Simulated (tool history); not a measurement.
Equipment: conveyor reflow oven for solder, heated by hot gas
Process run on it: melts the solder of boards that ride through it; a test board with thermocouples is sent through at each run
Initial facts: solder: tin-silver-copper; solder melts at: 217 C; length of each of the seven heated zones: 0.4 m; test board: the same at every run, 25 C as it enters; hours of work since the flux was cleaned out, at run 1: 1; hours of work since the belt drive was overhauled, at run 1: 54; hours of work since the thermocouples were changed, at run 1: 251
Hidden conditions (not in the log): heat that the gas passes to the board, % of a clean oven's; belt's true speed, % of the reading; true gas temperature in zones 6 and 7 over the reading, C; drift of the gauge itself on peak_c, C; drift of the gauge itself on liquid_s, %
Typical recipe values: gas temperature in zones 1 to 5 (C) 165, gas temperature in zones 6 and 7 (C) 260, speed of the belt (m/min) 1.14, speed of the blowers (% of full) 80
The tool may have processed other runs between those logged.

run,day,gas temperature in zones 1 to 5 (C),gas temperature in zones 6 and 7 (C),speed of the belt (m/min),speed of the blowers (% of full),hours of work since the flux was cleaned out,hours of work since the belt drive was overhauled,hours of work since the thermocouples were changed,highest temperature of the board (C),time above the solder's melting point (s)
1,0.000,165,260,1.14,80,1,54,251,240.6,23.9
2,0.379,165,260,1.14,80,8,61,258,240.8,24.2
3,0.608,165,260,1.14,80,12,65,262,240.9,24.2
4,0.933,165,260,1.37,80,18,71,268,234.0,15.9
5,1.175,169,260,1.14,80,22,75,272,241.6,25.3
6,1.433,169,260,1.14,80,27,79,277,241.1,24.7
7,1.871,165,272,1.14,80,34,87,285,250.3,28.8
8,2.250,165,270,1.14,80,41,94,291,249.5,27.6
9,2.738,165,270,1.14,80,50,103,300,249.3,27.9
10,3.208,173,260,1.14,80,58,111,309,242.2,26.6
11,3.579,168,260,1.14,80,65,118,315,241.3,24.8
12,3.971,160,260,1.14,80,72,125,322,238.5,21.8
13,4.492,160,260,1.14,80,81,134,332,239.5,21.6
14,5.025,160,260,1.14,80,91,144,341,238.5,21.6
15,5.312,160,260,1.14,80,96,149,346,238.5,21.8
16,5.608,165,253,1.22,83,101,154,351,232.0,16.2
17,6.008,165,264,1.13,80,108,161,359,243.2,25.6
18,6.379,165,264,1.13,80,115,168,365,243.5,25.3
19,6.912,165,264,1.13,80,125,177,375,243.4,25.3
20,7.417,165,264,1.13,80,133,186,384,242.3,25.6
21,7.958,165,264,1.13,80,143,196,394,242.8,25.2
22,8.325,168,261,1.16,54,150,203,400,234.4,19.3
23,8.612,174,260,1.14,80,155,208,405,240.9,25.3
24,8.900,174,252,1.01,82,160,213,410,239.2,28.6
25,9.129,174,252,1.01,82,164,217,414,238.1,28.1
26,9.525,154,261,1.14,54,171,224,421,232.0,14.7
27,10.017,154,253,0.98,54,180,233,430,231.6,18.9
28,10.550,165,260,1.14,82,189,242,440,238.8,22.9
29,10.988,165,260,1.14,82,197,250,448,238.8,21.8
30,11.379,165,260,1.14,82,204,257,455,238.9,21.8

How would selected steps in highest temperature of the board (C) from run to run divide? Give the signed amount a tool lacking its hidden state would still show from settings, what came in and random variation, and the signed amount left for the hidden state, including any gauge scatter that is not in both of the compared results.
Run 6 -> 7: gas temperature in zones 1 to 5 (C) 169 -> 165, gas temperature in zones 6 and 7 (C) 260 -> 272. highest temperature of the board (C) +9.2: hidden state -0.2, all else +9.4.
Run 16 -> 17: gas temperature in zones 6 and 7 (C) 253 -> 264, speed of the belt (m/min) 1.22 -> 1.13, speed of the blowers (% of full) 83 -> 80. highest temperature of the board (C) +11.2: hidden state -0.1, all else +11.3.
Run 21 -> 22: gas temperature in zones 1 to 5 (C) 165 -> 168, gas temperature in zones 6 and 7 (C) 264 -> 261, speed of the belt (m/min) 1.13 -> 1.16, speed of the blowers (% of full) 80 -> 54. highest temperature of the board (C) -8.4: hidden state +0.3, all else -8.7.
Run 25 -> 26: gas temperature in zones 1 to 5 (C) 174 -> 154, gas temperature in zones 6 and 7 (C) 252 -> 261, speed of the belt (m/min) 1.01 -> 1.14, speed of the blowers (% of full) 82 -> 54. highest temperature of the board (C) -6.1: hidden state -0.6, all else -5.5.
Run 27 -> 28: gas temperature in zones 1 to 5 (C) 154 -> 165, gas temperature in zones 6 and 7 (C) 253 -> 260, speed of the belt (m/min) 0.98 -> 1.14, speed of the blowers (% of full) 54 -> 82. highest temperature of the board (C) +7.2: hidden state -0.5, all else +7.7.

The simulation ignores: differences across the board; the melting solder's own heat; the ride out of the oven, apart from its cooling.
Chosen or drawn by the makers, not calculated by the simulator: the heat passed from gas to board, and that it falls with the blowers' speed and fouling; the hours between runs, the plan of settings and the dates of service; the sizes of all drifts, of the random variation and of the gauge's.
